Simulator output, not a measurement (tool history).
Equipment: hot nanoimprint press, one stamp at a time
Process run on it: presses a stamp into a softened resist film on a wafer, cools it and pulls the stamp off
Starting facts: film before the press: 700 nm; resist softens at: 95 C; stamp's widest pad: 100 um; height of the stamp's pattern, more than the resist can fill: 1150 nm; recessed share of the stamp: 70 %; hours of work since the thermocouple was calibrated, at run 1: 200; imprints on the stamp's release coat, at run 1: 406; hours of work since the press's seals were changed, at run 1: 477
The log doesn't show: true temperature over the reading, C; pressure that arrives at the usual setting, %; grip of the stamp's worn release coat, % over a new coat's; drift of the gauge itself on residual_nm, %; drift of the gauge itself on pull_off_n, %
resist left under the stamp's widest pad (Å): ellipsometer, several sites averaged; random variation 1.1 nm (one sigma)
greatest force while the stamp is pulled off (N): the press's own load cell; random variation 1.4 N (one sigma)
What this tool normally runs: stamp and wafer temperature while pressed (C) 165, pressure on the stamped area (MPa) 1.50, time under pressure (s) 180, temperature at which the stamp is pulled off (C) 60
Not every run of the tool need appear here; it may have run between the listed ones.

run,hour,stamp and wafer temperature while pressed (C),pressure on the stamped area (MPa),time under pressure (s),temperature at which the stamp is pulled off (C),hours of work since the thermocouple was calibrated,imprints on the stamp's release coat,hours of work since the press's seals were changed,resist left under the stamp's widest pad (Å),greatest force while the stamp is pulled off (N)
1,0.0,165,1.50,180,60,200,406,477,3783,113
2,16.3,165,1.50,180,60,213,473,490,3782,114
3,38.2,165,1.50,180,60,229,562,506,3770,115
4,53.3,165,1.50,180,60,241,624,518,3770,120
5,69.0,165,1.50,180,60,253,688,530,3776,121
# hour 81.3: stamp cleaned and given a new release coat
6,90.3,165,1.35,180,60,264,36,542,3927,101
7,106.4,165,1.35,97,60,277,102,554,4709,103
8,117.8,165,1.50,180,60,285,149,563,3749,104
9,128.7,165,1.50,180,60,294,193,571,3760,107
10,152.8,165,1.50,180,60,312,292,589,3766,108
11,176.5,165,1.50,180,60,330,388,607,3746,111
12,196.7,165,2.31,180,60,346,471,623,3097,113
13,208.4,165,2.31,180,60,355,519,632,3116,115
14,226.8,165,2.31,180,60,369,594,646,3097,117
15,240.8,165,1.50,180,60,379,651,656,3731,119
# hour 262.5: stamp cleaned and given a new release coat
16,262.5,165,1.72,180,66,391,0,668,3509,86
17,279.5,158,0.98,204,66,404,70,681,5260,89
18,293.2,158,0.98,204,66,415,126,692,5304,90
19,312.9,172,0.98,204,64,430,206,707,3215,99
20,330.8,168,1.69,180,60,443,279,721,3089,108
21,346.1,168,1.79,271,60,455,342,732,2572,110
22,367.7,169,1.22,271,52,472,430,749,2961,133
23,388.2,165,1.22,92,47,487,514,764,4847,146
24,408.1,157,1.22,92,51,502,595,780,5911,141
25,419.2,176,1.50,180,60,511,641,788,2337,116
26,430.2,173,1.50,206,60,519,686,796,2512,116
# hour 444.3: stamp cleaned and given a new release coat
27,452.5,154,1.85,111,60,532,33,809,5635,102
28,472.9,154,1.85,111,60,547,117,824,5618,104
29,484.4,154,0.98,111,60,556,164,833,6253,105

Consider 3 possible next runs. They are alternatives, not a sequence: every one starts from the tool as it was left by run 29. What does each give?
A,506.2,174,1.50,136,60,573,253,850,?,?
B,506.2,154,2.17,127,49,573,253,850,?,?
C,506.2,154,1.53,96,60,573,253,850,?,?

run,resist left under the stamp's widest pad (Å),greatest force while the stamp is pulled off (N)
A,2823,105
B,5312,133
C,5931,106
What these runs would have given with no unlogged condition in the tool:
run,resist left under the stamp's widest pad (Å),greatest force while the stamp is pulled off (N)
A,2926,101
B,5439,126
C,6035,101
